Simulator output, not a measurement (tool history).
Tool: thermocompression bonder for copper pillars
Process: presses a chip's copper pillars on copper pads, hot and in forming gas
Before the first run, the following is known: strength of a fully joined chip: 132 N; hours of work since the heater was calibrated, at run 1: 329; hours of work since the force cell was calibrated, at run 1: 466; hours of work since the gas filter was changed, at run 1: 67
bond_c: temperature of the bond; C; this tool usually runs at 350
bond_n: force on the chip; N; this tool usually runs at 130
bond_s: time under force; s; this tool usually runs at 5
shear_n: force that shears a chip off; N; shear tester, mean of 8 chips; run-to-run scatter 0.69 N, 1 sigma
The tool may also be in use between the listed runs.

run   hour  bond_c  bond_n  bond_s  hours of work since the heater was calibrated  hours of work since the force cell was calibrated  hours of work since the gas filter was changed  shear_n
  1    0.0     350     130       5                                            329                                                466                                              67     48.1
  2   18.5     350     130       5                                            341                                                479                                              79     48.3
  3   43.2     350     130       5                                            358                                                495                                              95     47.2
  4   58.0     376     130       5                                            368                                                505                                             105     65.1
  5   77.0     344     130       5                                            381                                                518                                             118     45.0
  6   97.2     344     130       5                                            394                                                532                                             132     43.2
  7  123.8     344     130       5                                            412                                                549                                             149     44.1
  8  146.0     362     130       5                                            427                                                564                                             164     56.7
  9  167.1     362     130       5                                            441                                                578                                             178     54.9
 10  186.7     350     130       5                                            454                                                591                                             192     47.2
 11  206.8     350     130       5                                            467                                                605                                             205     47.1
 12  226.4     337     130       5                                            481                                                618                                             218     39.4
 13  247.8     337     152      15                                            495                                                632                                             233     67.5
 14  272.2     345     191       5                                            511                                                649                                             249     60.5
 15  298.4     356     112       5                                            529                                                666                                             266     45.4
 16  312.6     356     112       5                                            538                                                676                                             276     44.1
 17  330.6     356     112       5                                            550                                                688                                             288     44.5
 18  352.7     350      80       5                                            565                                                703                                             303     30.7
 19  379.0     350      80       5                                            583                                                720                                             320     31.4
 20  392.7     325     164       9                                            592                                                729                                             330     49.9
 21  412.4     370     167       4                                            605                                                743                                             343     64.1
 22  433.2     365     130       5                                            619                                                757                                             357     54.1
 23  452.5     367      80      13                                            632                                                770                                             370     55.1

Below are 3 alternative next runs, each starting from the tool's condition after run 23. Predict each:
  A  468.8     348     152       7                                            643                                                780                                             381        ?
  B  468.8     343      80      13                                            643                                                780                                             381        ?
  C  468.8     350     122       3                                            643                                                780                                             381        ?

run  shear_n
  A     57.1
  B     41.3
  C     35.8
Had the tool no hidden state, the same runs would have come out as:
run  shear_n
  A     60.0
  B     43.1
  C     37.4
